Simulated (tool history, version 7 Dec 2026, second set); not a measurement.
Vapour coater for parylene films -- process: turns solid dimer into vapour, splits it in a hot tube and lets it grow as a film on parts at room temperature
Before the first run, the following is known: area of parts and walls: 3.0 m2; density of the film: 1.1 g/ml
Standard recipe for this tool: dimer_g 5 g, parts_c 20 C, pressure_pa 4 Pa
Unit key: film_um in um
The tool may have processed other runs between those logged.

Run 1, hour 0: usual settings. Result: film_um 1.1 um.
Run 2, hour 25.8: usual settings. Result: film_um 1.12 um.
Run 3, hour 53.4: usual settings. Result: film_um 1.09 um.
Run 4, hour 82: usual settings but pressure_pa 2.48 Pa. Result: film_um 1.14 um.
Run 5, hour 101: usual settings but pressure_pa 2.48 Pa. Result: film_um 1.15 um.
Run 6, hour 112.8: usual settings but dimer_g 6 g. Result: film_um 1.28 um.
Run 7, hour 138.6: usual settings but pressure_pa 2.93 Pa. Result: film_um 1.11 um.
Run 8, hour 157.7: usual settings but dimer_g 4 g, pressure_pa 11.99 Pa. Result: film_um 0.74 um.
Run 9, hour 174.7: usual settings but dimer_g 3 g, pressure_pa 11.99 Pa. Result: film_um 0.55 um.
Run 10, hour 196.5: usual settings but pressure_pa 4.73 Pa. Result: film_um 1.04 um.

Alternative continuations, all from the tool just after run 10; predict every row:
Run A, hour 209.9: usual settings but pressure_pa 4.73 Pa. Result: film_um ?.
Run B, hour 209.9: usual settings but dimer_g 8 g, parts_c 30 C, pressure_pa 3.34 Pa. Result: film_um ?.
Run C, hour 209.9: usual settings but pressure_pa 11.07 Pa. Result: film_um ?.

run  film_um
  A     1.05
  B     1.41
  C     0.94
What these runs would have given with no unlogged condition in the tool:
run  film_um
  A     1.12
  B      1.5
  C        1
